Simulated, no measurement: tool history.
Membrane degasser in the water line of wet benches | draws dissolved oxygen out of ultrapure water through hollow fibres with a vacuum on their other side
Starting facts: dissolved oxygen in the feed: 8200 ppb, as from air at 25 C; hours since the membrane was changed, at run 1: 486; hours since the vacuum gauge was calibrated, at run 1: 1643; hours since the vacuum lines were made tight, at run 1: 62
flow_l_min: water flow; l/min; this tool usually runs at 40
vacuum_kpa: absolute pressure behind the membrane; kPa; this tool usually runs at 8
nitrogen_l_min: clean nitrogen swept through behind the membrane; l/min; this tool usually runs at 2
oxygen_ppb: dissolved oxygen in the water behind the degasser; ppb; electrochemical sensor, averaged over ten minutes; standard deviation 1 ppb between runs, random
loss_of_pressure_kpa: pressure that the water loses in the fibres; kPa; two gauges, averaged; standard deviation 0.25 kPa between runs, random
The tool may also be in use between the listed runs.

| run | day | flow_l_min | vacuum_kpa | nitrogen_l_min | hours since the membrane was changed | hours since the vacuum gauge was calibrated | hours since the vacuum lines were made tight | oxygen_ppb | loss_of_pressure_kpa |
|---|---|---|---|---|---|---|---|---|---|
| 1 | 0 | 40 | 8 | 2 | 486 | 1643 | 62 | 212.9 | 65.42 |
| 2 | 3.971 | 40 | 8 | 2 | 581 | 1738 | 157 | 212.3 | 65.99 |
| 3 | 6.475 | 40 | 8 | 2 | 641 | 1798 | 217 | 212.5 | 65.65 |
| 4 | 10.654 | 40 | 7.8 | 2 | 742 | 1899 | 317 | 204.7 | 65.36 |
| 5 | 12.554 | 40 | 8 | 2 | 787 | 1944 | 363 | 212.1 | 65.86 |
| 6 | 16.225 | 40 | 8 | 2 | 875 | 2032 | 451 | 212.6 | 66.17 |
| 7 | 18.85 | 40 | 8 | 2 | 938 | 2095 | 514 | 213.5 | 66 |
| 8 | 21.75 | 40 | 8 | 2 | 1008 | 2165 | 584 | 212.7 | 65.82 |
| 9 | 24.162 | 40 | 10.29 | 2 | 1066 | 2223 | 642 | 309.6 | 66.21 |
| 10 | 28.258 | 40 | 10.29 | 2 | 1164 | 2321 | 740 | 311.3 | 65.94 |
| 11 | 32.417 | 40 | 8 | 1.86 | 1264 | 2421 | 840 | 227.2 | 65.95 |
| 12 | 35.108 | 40 | 8 | 1.86 | 1329 | 2485 | 904 | 227.2 | 66.26 |
| 13 | 39.321 | 40 | 6.63 | 2 | 1430 | 2587 | 1005 | 155.5 | 66.15 |
| 14 | 42.425 | 40 | 6.63 | 2 | 1504 | 2661 | 1080 | 156.4 | 66.12 |
| 15 | 44.583 | 40 | 6.63 | 2 | 1556 | 2713 | 1132 | 155.6 | 65.98 |
| 16 | 47.896 | 40 | 8 | 2 | 1636 | 2792 | 1211 | 212.8 | 66.16 |
| 17 | 50.225 | 40 | 8 | 2 | 1691 | 2848 | 1267 | 215.9 | 66.19 |
| 18 | 53.071 | 40 | 8 | 2 | 1760 | 2917 | 1335 | 213.6 | 66.2 |
| 19 | 56.854 | 56 | 8 | 1.12 | 1851 | 3007 | 1426 | 453.1 | 92.79 |
| 20 | 60.162 | 49 | 11.26 | 4.57 | 1930 | 3087 | 1506 | 205.9 | 80.53 |
| 21 | 62.342 | 40 | 6.36 | 1.06 | 1982 | 3139 | 1558 | 242 | 66.68 |
| 22 | 66.846 | 31 | 6.36 | 1.06 | 2090 | 3247 | 1666 | 195 | 50.95 |
| 23 | 68.671 | 24 | 5.19 | 2 | 2134 | 3291 | 1710 | 57.4 | 40.11 |
| 24 | 72.504 | 24 | 5.19 | 2 | 2226 | 3383 | 1802 | 57.5 | 39.6 |
|  | 74.671 | vacuum gauge calibrated |
| 25 | 76.179 | 43 | 12.02 | 2.37 | 2314 | 36 | 1889 | 350.6 | 71.35 |
| 26 | 80.579 | 43 | 12.02 | 2.37 | 2419 | 142 | 1995 | 353.2 | 71.42 |
| 27 | 84.688 | 32 | 16.1 | 3.97 | 2518 | 240 | 2094 | 244.2 | 53.52 |
| 28 | 86.746 | 35 | 6.76 | 1.04 | 2567 | 290 | 2143 | 247.5 | 57.91 |
| 29 | 90.054 | 35 | 15.15 | 1.52 | 2647 | 369 | 2222 | 572.4 | 58.29 |
| 30 | 92.588 | 35 | 7.1 | 2.59 | 2708 | 430 | 2283 | 124.3 | 58.3 |
| 31 | 95.167 | 35 | 7.1 | 2.59 | 2770 | 492 | 2345 | 124.4 | 58.23 |
| 32 | 98.204 | 27 | 18.57 | 5.68 | 2842 | 565 | 2418 | 175.3 | 45.08 |

For each run, the measured value with the value that run would have given without the tool's hidden condition subtracted. The run-to-run variation is shared by both, the gauge scatter possibly not:
The tool's hidden condition here consists of: membrane still open, %; true pressure behind the membrane over the reading, kPa; air that leaks in behind the membrane, l/min; drift of the gauge itself on oxygen_ppb, %; drift of the gauge itself on loss_of_pressure_kpa, %.
| run | oxygen_ppb | loss_of_pressure_kpa |
|---|---|---|
| 1 | +0.3 | +0.18 |
| 2 | +0.4 | +0.22 |
| 3 | +0.5 | +0.24 |
| 4 | +0.7 | +0.28 |
| 5 | +0.7 | +0.3 |
| 6 | +0.8 | +0.35 |
| 7 | +0.9 | +0.37 |
| 8 | +0.9 | +0.4 |
| 9 | +1.2 | +0.42 |
| 10 | +1.2 | +0.46 |
| 11 | +1.4 | +0.5 |
| 12 | +1.5 | +0.52 |
| 13 | +1.5 | +0.56 |
| 14 | +1.7 | +0.58 |
| 15 | +1.6 | +0.61 |
| 16 | +1.8 | +0.65 |
| 17 | +1.9 | +0.66 |
| 18 | +2 | +0.69 |
| 19 | +4.1 | +1.02 |
| 20 | +1.8 | +0.93 |
| 21 | +3.3 | +0.79 |
| 22 | +2.8 | +0.64 |
| 23 | +1.5 | +0.51 |
| 24 | +1.5 | +0.53 |
| 25 | +2.4 | +0.99 |
| 26 | +2.6 | +1.04 |
| 27 | +1.8 | +0.81 |
| 28 | +3.4 | +0.89 |
| 29 | +3.3 | +0.93 |
| 30 | +2.1 | +0.95 |
| 31 | +2.2 | +0.97 |
| 32 | +1.5 | +0.77 |

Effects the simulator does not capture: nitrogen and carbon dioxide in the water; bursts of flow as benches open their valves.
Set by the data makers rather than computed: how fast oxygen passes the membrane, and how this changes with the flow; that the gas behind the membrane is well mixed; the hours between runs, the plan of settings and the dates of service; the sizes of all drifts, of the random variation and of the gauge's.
